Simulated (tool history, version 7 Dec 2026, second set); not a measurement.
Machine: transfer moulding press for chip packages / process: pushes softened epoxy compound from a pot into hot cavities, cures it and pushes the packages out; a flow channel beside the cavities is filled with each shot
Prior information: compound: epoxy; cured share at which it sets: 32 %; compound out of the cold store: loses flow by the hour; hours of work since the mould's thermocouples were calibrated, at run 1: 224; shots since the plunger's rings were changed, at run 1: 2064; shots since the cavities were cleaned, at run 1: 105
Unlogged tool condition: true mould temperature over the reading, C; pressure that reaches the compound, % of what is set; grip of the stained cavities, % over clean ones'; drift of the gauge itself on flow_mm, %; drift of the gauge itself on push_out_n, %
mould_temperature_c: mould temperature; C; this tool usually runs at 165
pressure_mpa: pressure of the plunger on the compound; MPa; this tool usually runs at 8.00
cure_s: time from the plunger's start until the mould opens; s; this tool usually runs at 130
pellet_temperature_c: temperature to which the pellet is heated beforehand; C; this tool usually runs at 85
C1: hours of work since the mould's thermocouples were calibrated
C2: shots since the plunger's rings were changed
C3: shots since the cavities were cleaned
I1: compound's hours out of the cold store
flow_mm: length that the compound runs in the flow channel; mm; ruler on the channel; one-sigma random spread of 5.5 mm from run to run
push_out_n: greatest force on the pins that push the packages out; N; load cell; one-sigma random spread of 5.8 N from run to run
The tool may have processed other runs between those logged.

{"run": 1, "day": 0.0, "mould_temperature_c": 165, "pressure_mpa": 8.0, "cure_s": 130, "pellet_temperature_c": 85, "C1": 224, "C2": 2064, "C3": 105, "I1": 17.6, "flow_mm": 549, "push_out_n": 223}
{"run": 2, "day": 0.817, "mould_temperature_c": 165, "pressure_mpa": 8.0, "cure_s": 130, "pellet_temperature_c": 85, "C1": 239, "C2": 2258, "C3": 299, "I1": 21.8, "flow_mm": 539, "push_out_n": 272}
{"run": 3, "day": 1.65, "mould_temperature_c": 165, "pressure_mpa": 8.0, "cure_s": 111, "pellet_temperature_c": 85, "C1": 253, "C2": 2456, "C3": 497, "I1": 31.5, "flow_mm": 525, "push_out_n": 353}
{"day": 2.879, "done": "cavities cleaned with cleaning compound and waxed"}
{"run": 4, "day": 2.883, "mould_temperature_c": 165, "pressure_mpa": 8.0, "cure_s": 111, "pellet_temperature_c": 85, "C1": 273, "C2": 2734, "C3": 0, "I1": 29.4, "flow_mm": 525, "push_out_n": 259}
{"run": 5, "day": 3.417, "mould_temperature_c": 165, "pressure_mpa": 8.0, "cure_s": 130, "pellet_temperature_c": 85, "C1": 282, "C2": 2861, "C3": 127, "I1": 31.3, "flow_mm": 515, "push_out_n": 245}
{"run": 6, "day": 4.35, "mould_temperature_c": 165, "pressure_mpa": 8.0, "cure_s": 130, "pellet_temperature_c": 85, "C1": 299, "C2": 3083, "C3": 349, "I1": 12.5, "flow_mm": 544, "push_out_n": 275}
{"day": 5.046, "done": "mould's thermocouples calibrated"}
{"run": 7, "day": 5.604, "mould_temperature_c": 165, "pressure_mpa": 8.0, "cure_s": 130, "pellet_temperature_c": 85, "C1": 10, "C2": 3361, "C3": 627, "I1": 33.1, "flow_mm": 513, "push_out_n": 302}
{"day": 6.262, "done": "cavities cleaned with cleaning compound and waxed"}
{"run": 8, "day": 6.267, "mould_temperature_c": 165, "pressure_mpa": 8.0, "cure_s": 130, "pellet_temperature_c": 85, "C1": 20, "C2": 3504, "C3": 1, "I1": 41.9, "flow_mm": 490, "push_out_n": 206}
{"run": 9, "day": 7.017, "mould_temperature_c": 165, "pressure_mpa": 8.0, "cure_s": 130, "pellet_temperature_c": 85, "C1": 33, "C2": 3681, "C3": 178, "I1": 13.5, "flow_mm": 534, "push_out_n": 251}
{"run": 10, "day": 7.575, "mould_temperature_c": 165, "pressure_mpa": 8.0, "cure_s": 130, "pellet_temperature_c": 85, "C1": 43, "C2": 3814, "C3": 311, "I1": 12.6, "flow_mm": 540, "push_out_n": 263}
{"run": 11, "day": 8.633, "mould_temperature_c": 165, "pressure_mpa": 8.0, "cure_s": 130, "pellet_temperature_c": 85, "C1": 61, "C2": 4065, "C3": 562, "I1": 33.9, "flow_mm": 509, "push_out_n": 308}
{"day": 9.642, "done": "cavities cleaned with cleaning compound and waxed"}
{"run": 12, "day": 9.754, "mould_temperature_c": 165, "pressure_mpa": 8.0, "cure_s": 130, "pellet_temperature_c": 85, "C1": 79, "C2": 4317, "C3": 27, "I1": 20.8, "flow_mm": 511, "push_out_n": 217}
{"run": 13, "day": 10.358, "mould_temperature_c": 165, "pressure_mpa": 8.0, "cure_s": 130, "pellet_temperature_c": 85, "C1": 90, "C2": 4461, "C3": 171, "I1": 37.8, "flow_mm": 487, "push_out_n": 230}
{"run": 14, "day": 11.329, "mould_temperature_c": 165, "pressure_mpa": 8.0, "cure_s": 130, "pellet_temperature_c": 85, "C1": 106, "C2": 4692, "C3": 402, "I1": 31.4, "flow_mm": 501, "push_out_n": 280}
{"day": 12.158, "done": "mould's thermocouples calibrated, once more"}
{"run": 15, "day": 12.188, "mould_temperature_c": 165, "pressure_mpa": 8.0, "cure_s": 130, "pellet_temperature_c": 85, "C1": 1, "C2": 4876, "C3": 586, "I1": 28.6, "flow_mm": 507, "push_out_n": 299}
{"day": 13.083, "done": "cavities cleaned with cleaning compound and waxed"}
{"run": 16, "day": 13.092, "mould_temperature_c": 163, "pressure_mpa": 8.29, "cure_s": 133, "pellet_temperature_c": 76, "C1": 15, "C2": 5076, "C3": 2, "I1": 34.3, "flow_mm": 512, "push_out_n": 216}
{"day": 14.446, "done": "plunger's sealing rings changed"}
{"run": 17, "day": 14.45, "mould_temperature_c": 163, "pressure_mpa": 8.29, "cure_s": 133, "pellet_temperature_c": 76, "C1": 37, "C2": 1, "C3": 300, "I1": 32.0, "flow_mm": 584, "push_out_n": 267}
{"run": 18, "day": 15.554, "mould_temperature_c": 165, "pressure_mpa": 6.87, "cure_s": 130, "pellet_temperature_c": 88, "C1": 56, "C2": 263, "C3": 562, "I1": 32.0, "flow_mm": 509, "push_out_n": 307}
{"day": 16.538, "done": "cavities cleaned with cleaning compound and waxed"}
{"run": 19, "day": 16.608, "mould_temperature_c": 161, "pressure_mpa": 7.51, "cure_s": 158, "pellet_temperature_c": 88, "C1": 73, "C2": 498, "C3": 17, "I1": 35.8, "flow_mm": 543, "push_out_n": 214}
{"run": 20, "day": 17.283, "mould_temperature_c": 165, "pressure_mpa": 8.0, "cure_s": 141, "pellet_temperature_c": 93, "C1": 85, "C2": 659, "C3": 178, "I1": 29.2, "flow_mm": 547, "push_out_n": 224}
{"run": 21, "day": 18.075, "mould_temperature_c": 166, "pressure_mpa": 7.17, "cure_s": 131, "pellet_temperature_c": 83, "C1": 98, "C2": 847, "C3": 366, "I1": 24.9, "flow_mm": 533, "push_out_n": 267}
{"run": 22, "day": 18.925, "mould_temperature_c": 164, "pressure_mpa": 6.11, "cure_s": 128, "pellet_temperature_c": 76, "C1": 113, "C2": 1049, "C3": 568, "I1": 47.0, "flow_mm": 470, "push_out_n": 325}
{"day": 19.833, "done": "cavities cleaned with cleaning compound and waxed"}
{"run": 23, "day": 20.267, "mould_temperature_c": 165, "pressure_mpa": 8.0, "cure_s": 123, "pellet_temperature_c": 85, "C1": 135, "C2": 1352, "C3": 102, "I1": 21.2, "flow_mm": 557, "push_out_n": 246}
{"run": 24, "day": 20.821, "mould_temperature_c": 165, "pressure_mpa": 8.55, "cure_s": 131, "pellet_temperature_c": 85, "C1": 145, "C2": 1484, "C3": 234, "I1": 42.3, "flow_mm": 544, "push_out_n": 261}
{"run": 25, "day": 21.658, "mould_temperature_c": 165, "pressure_mpa": 8.55, "cure_s": 116, "pellet_temperature_c": 83, "C1": 159, "C2": 1683, "C3": 433, "I1": 23.8, "flow_mm": 568, "push_out_n": 331}
{"run": 26, "day": 22.542, "mould_temperature_c": 165, "pressure_mpa": 6.94, "cure_s": 139, "pellet_temperature_c": 85, "C1": 174, "C2": 1894, "C3": 644, "I1": 14.1, "flow_mm": 521, "push_out_n": 291}
{"day": 23.175, "done": "cavities cleaned with cleaning compound and waxed"}
{"run": 27, "day": 23.917, "mould_temperature_c": 165, "pressure_mpa": 9.99, "cure_s": 130, "pellet_temperature_c": 94, "C1": 197, "C2": 2206, "C3": 177, "I1": 21.2, "flow_mm": 604, "push_out_n": 250}

What if the next run were any one of these 4? Each begins from the tool's condition after run 27:
{"run": "A", "day": 24.508, "mould_temperature_c": 171, "pressure_mpa": 7.08, "cure_s": 130, "pellet_temperature_c": 77, "C1": 207, "C2": 2345, "C3": 316, "I1": 14.8, "flow_mm": "?", "push_out_n": "?"}
{"run": "B", "day": 24.508, "mould_temperature_c": 168, "pressure_mpa": 8.18, "cure_s": 130, "pellet_temperature_c": 91, "C1": 207, "C2": 2345, "C3": 316, "I1": 21.4, "flow_mm": "?", "push_out_n": "?"}
{"run": "C", "day": 24.508, "mould_temperature_c": 169, "pressure_mpa": 8.0, "cure_s": 137, "pellet_temperature_c": 85, "C1": 207, "C2": 2345, "C3": 316, "I1": 33.2, "flow_mm": "?", "push_out_n": "?"}
{"run": "D", "day": 24.508, "mould_temperature_c": 165, "pressure_mpa": 8.0, "cure_s": 130, "pellet_temperature_c": 84, "C1": 207, "C2": 2345, "C3": 316, "I1": 13.5, "flow_mm": "?", "push_out_n": "?"}

run=A flow_mm=504 push_out_n=242
run=B flow_mm=538 push_out_n=249
run=C flow_mm=513 push_out_n=241
run=D flow_mm=561 push_out_n=265
What these runs would have given with no unlogged condition in the tool:
run=A flow_mm=531 push_out_n=185
run=B flow_mm=567 push_out_n=192
run=C flow_mm=541 push_out_n=183
run=D flow_mm=591 push_out_n=206
